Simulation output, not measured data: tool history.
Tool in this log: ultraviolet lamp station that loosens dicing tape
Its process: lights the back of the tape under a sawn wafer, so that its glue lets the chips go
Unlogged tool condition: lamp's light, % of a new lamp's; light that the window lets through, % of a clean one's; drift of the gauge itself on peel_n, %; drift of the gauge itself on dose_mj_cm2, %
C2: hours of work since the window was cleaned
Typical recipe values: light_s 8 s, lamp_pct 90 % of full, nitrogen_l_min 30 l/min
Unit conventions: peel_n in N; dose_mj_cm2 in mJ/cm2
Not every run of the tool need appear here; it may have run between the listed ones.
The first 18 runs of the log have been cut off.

{"run": 19, "hour": 555.5, "light_s": 8, "lamp_pct": 90, "nitrogen_l_min": 17, "hours of work of the lamp": 317, "C2": 663, "peel_n": 0.708, "dose_mj_cm2": 297}
{"hour": 588.9, "done": "window cleaned of glue's vapour"}
{"run": 20, "hour": 594.6, "light_s": 8, "lamp_pct": 90, "nitrogen_l_min": 30, "hours of work of the lamp": 339, "C2": 3, "peel_n": 0.585, "dose_mj_cm2": 263}
{"run": 21, "hour": 630.0, "light_s": 8, "lamp_pct": 90, "nitrogen_l_min": 30, "hours of work of the lamp": 360, "C2": 23, "peel_n": 0.625, "dose_mj_cm2": 262}
{"run": 22, "hour": 649.6, "light_s": 6, "lamp_pct": 90, "nitrogen_l_min": 9, "hours of work of the lamp": 371, "C2": 35, "peel_n": 2.385, "dose_mj_cm2": 195}
{"run": 23, "hour": 687.9, "light_s": 6, "lamp_pct": 90, "nitrogen_l_min": 9, "hours of work of the lamp": 393, "C2": 57, "peel_n": 2.495, "dose_mj_cm2": 190}
{"hour": 721.5, "done": "window cleaned of glue's vapour, once more"}
{"run": 24, "hour": 721.8, "light_s": 14, "lamp_pct": 74, "nitrogen_l_min": 29, "hours of work of the lamp": 412, "C2": 0, "peel_n": 0.183, "dose_mj_cm2": 484}
{"run": 25, "hour": 742.4, "light_s": 12, "lamp_pct": 88, "nitrogen_l_min": 20, "hours of work of the lamp": 424, "C2": 12, "peel_n": 0.201, "dose_mj_cm2": 490}
{"run": 26, "hour": 766.8, "light_s": 12, "lamp_pct": 88, "nitrogen_l_min": 44, "hours of work of the lamp": 437, "C2": 26, "peel_n": 0.161, "dose_mj_cm2": 479}
{"run": 27, "hour": 794.9, "light_s": 12, "lamp_pct": 86, "nitrogen_l_min": 44, "hours of work of the lamp": 453, "C2": 42, "peel_n": 0.147, "dose_mj_cm2": 462}
{"run": 28, "hour": 824.4, "light_s": 12, "lamp_pct": 86, "nitrogen_l_min": 44, "hours of work of the lamp": 470, "C2": 59, "peel_n": 0.166, "dose_mj_cm2": 465}
{"run": 29, "hour": 862.4, "light_s": 5, "lamp_pct": 70, "nitrogen_l_min": 44, "hours of work of the lamp": 492, "C2": 80, "peel_n": 1.514, "dose_mj_cm2": 156}
{"run": 30, "hour": 890.3, "light_s": 4, "lamp_pct": 82, "nitrogen_l_min": 53, "hours of work of the lamp": 508, "C2": 96, "peel_n": 1.591, "dose_mj_cm2": 145}
{"run": 31, "hour": 907.0, "light_s": 15, "lamp_pct": 82, "nitrogen_l_min": 45, "hours of work of the lamp": 517, "C2": 106, "peel_n": 0.153, "dose_mj_cm2": 532}
{"run": 32, "hour": 926.2, "light_s": 15, "lamp_pct": 82, "nitrogen_l_min": 45, "hours of work of the lamp": 528, "C2": 117, "peel_n": 0.152, "dose_mj_cm2": 525}
{"run": 33, "hour": 959.8, "light_s": 16, "lamp_pct": 82, "nitrogen_l_min": 49, "hours of work of the lamp": 548, "C2": 136, "peel_n": 0.148, "dose_mj_cm2": 560}
{"run": 34, "hour": 977.8, "light_s": 8, "lamp_pct": 79, "nitrogen_l_min": 30, "hours of work of the lamp": 558, "C2": 146, "peel_n": 0.583, "dose_mj_cm2": 265}
{"run": 35, "hour": 1001.5, "light_s": 13, "lamp_pct": 84, "nitrogen_l_min": 30, "hours of work of the lamp": 571, "C2": 160, "peel_n": 0.193, "dose_mj_cm2": 451}
{"run": 36, "hour": 1031.3, "light_s": 5, "lamp_pct": 84, "nitrogen_l_min": 18, "hours of work of the lamp": 588, "C2": 177, "peel_n": 1.851, "dose_mj_cm2": 170}
{"run": 37, "hour": 1052.0, "light_s": 5, "lamp_pct": 84, "nitrogen_l_min": 18, "hours of work of the lamp": 600, "C2": 189, "peel_n": 1.982, "dose_mj_cm2": 168}
{"run": 38, "hour": 1074.2, "light_s": 5, "lamp_pct": 84, "nitrogen_l_min": 18, "hours of work of the lamp": 613, "C2": 202, "peel_n": 1.99, "dose_mj_cm2": 169}
{"run": 39, "hour": 1099.5, "light_s": 5, "lamp_pct": 84, "nitrogen_l_min": 18, "hours of work of the lamp": 627, "C2": 216, "peel_n": 2.033, "dose_mj_cm2": 168}
{"run": 40, "hour": 1118.6, "light_s": 5, "lamp_pct": 84, "nitrogen_l_min": 18, "hours of work of the lamp": 638, "C2": 227, "peel_n": 2.047, "dose_mj_cm2": 168}
{"run": 41, "hour": 1146.9, "light_s": 13, "lamp_pct": 90, "nitrogen_l_min": 20, "hours of work of the lamp": 655, "C2": 243, "peel_n": 0.231, "dose_mj_cm2": 460}
{"run": 42, "hour": 1183.3, "light_s": 13, "lamp_pct": 90, "nitrogen_l_min": 20, "hours of work of the lamp": 675, "C2": 264, "peel_n": 0.239, "dose_mj_cm2": 444}

5 ways to go on from here, each from the tool as it stands after run 42. What would each give?
{"run": "A", "hour": 1218.1, "light_s": 13, "lamp_pct": 81, "nitrogen_l_min": 20, "hours of work of the lamp": 695, "C2": 284, "peel_n": "?", "dose_mj_cm2": "?"}
{"run": "B", "hour": 1218.1, "light_s": 13, "lamp_pct": 94, "nitrogen_l_min": 20, "hours of work of the lamp": 695, "C2": 284, "peel_n": "?", "dose_mj_cm2": "?"}
{"run": "C", "hour": 1218.1, "light_s": 9, "lamp_pct": 90, "nitrogen_l_min": 48, "hours of work of the lamp": 695, "C2": 284, "peel_n": "?", "dose_mj_cm2": "?"}
{"run": "D", "hour": 1218.1, "light_s": 8, "lamp_pct": 98, "nitrogen_l_min": 11, "hours of work of the lamp": 695, "C2": 284, "peel_n": "?", "dose_mj_cm2": "?"}
{"run": "E", "hour": 1218.1, "light_s": 13, "lamp_pct": 64, "nitrogen_l_min": 17, "hours of work of the lamp": 695, "C2": 284, "peel_n": "?", "dose_mj_cm2": "?"}

run=A peel_n=0.311 dose_mj_cm2=395
run=B peel_n=0.237 dose_mj_cm2=460
run=C peel_n=0.3 dose_mj_cm2=303
run=D peel_n=1.033 dose_mj_cm2=302
run=E peel_n=0.602 dose_mj_cm2=315
Stripped of hidden state, with their random variation kept, the same runs would have yielded:
run=A peel_n=0.159 dose_mj_cm2=596
run=B peel_n=0.152 dose_mj_cm2=694
run=C peel_n=0.152 dose_mj_cm2=457
run=D peel_n=0.406 dose_mj_cm2=454
run=E peel_n=0.234 dose_mj_cm2=473
